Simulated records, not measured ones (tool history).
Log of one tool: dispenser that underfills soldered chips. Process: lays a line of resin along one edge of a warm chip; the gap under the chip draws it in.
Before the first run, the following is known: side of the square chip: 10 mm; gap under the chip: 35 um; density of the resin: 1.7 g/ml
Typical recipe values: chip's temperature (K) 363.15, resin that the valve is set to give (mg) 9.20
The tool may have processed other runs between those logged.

run   hour  chip's temperature (K)  resin that the valve is set to give (mg)  time until the resin shows at the far edge (s)  resin that the valve gave (mg)
  1    0.0                  363.15                                      9.20                                           209.8                            9.11
  2   10.4                  363.15                                      9.20                                           334.9                            9.14
      17.4  -- new syringe of resin
  3   22.1                  354.15                                      9.20                                           333.9                            9.07
  4   32.5                  354.15                                      9.20                                           530.6                            8.98
      35.2  -- new syringe of resin
  5   45.5                  352.15                                      9.20                                           451.2                            8.96
  6   51.1                  352.15                                      9.20                                           599.6                            8.97
      53.5  -- new syringe of resin
      61.0  -- dispensing valve cleaned and set on the balance
  7   62.7                  352.15                                      9.20                                           423.5                            9.23
  8   68.2                  352.15                                      9.20                                           540.7                            9.12
      73.3  -- new syringe of resin
  9   81.1                  349.15                                      9.20                                           456.8                            9.15
      91.0  -- new syringe of resin
 10   94.1                  349.15                                      9.20                                           360.1                            9.09
 11  105.5                  349.15                                      9.20                                           618.2                            9.12
     108.8  -- new syringe of resin
 12  116.8                  360.15                                      9.70                                           303.4                            9.51
     127.3  -- new syringe of resin
 13  127.9                  349.15                                     10.66                                           328.4                           10.44
 14  134.4                  364.15                                     10.62                                           256.7                           10.43

Run 15 has not been measured yet. What should we expect?
     145.2  -- new syringe of resin
 15  145.4                  366.15                                     11.17                                               ?                               ?

time until the resin shows at the far edge (s): 168.5
resin that the valve gave (mg): 10.91
Without the tool's hidden state the same run would have given time until the resin shows at the far edge (s) 173.5, resin that the valve gave (mg) 11.17.
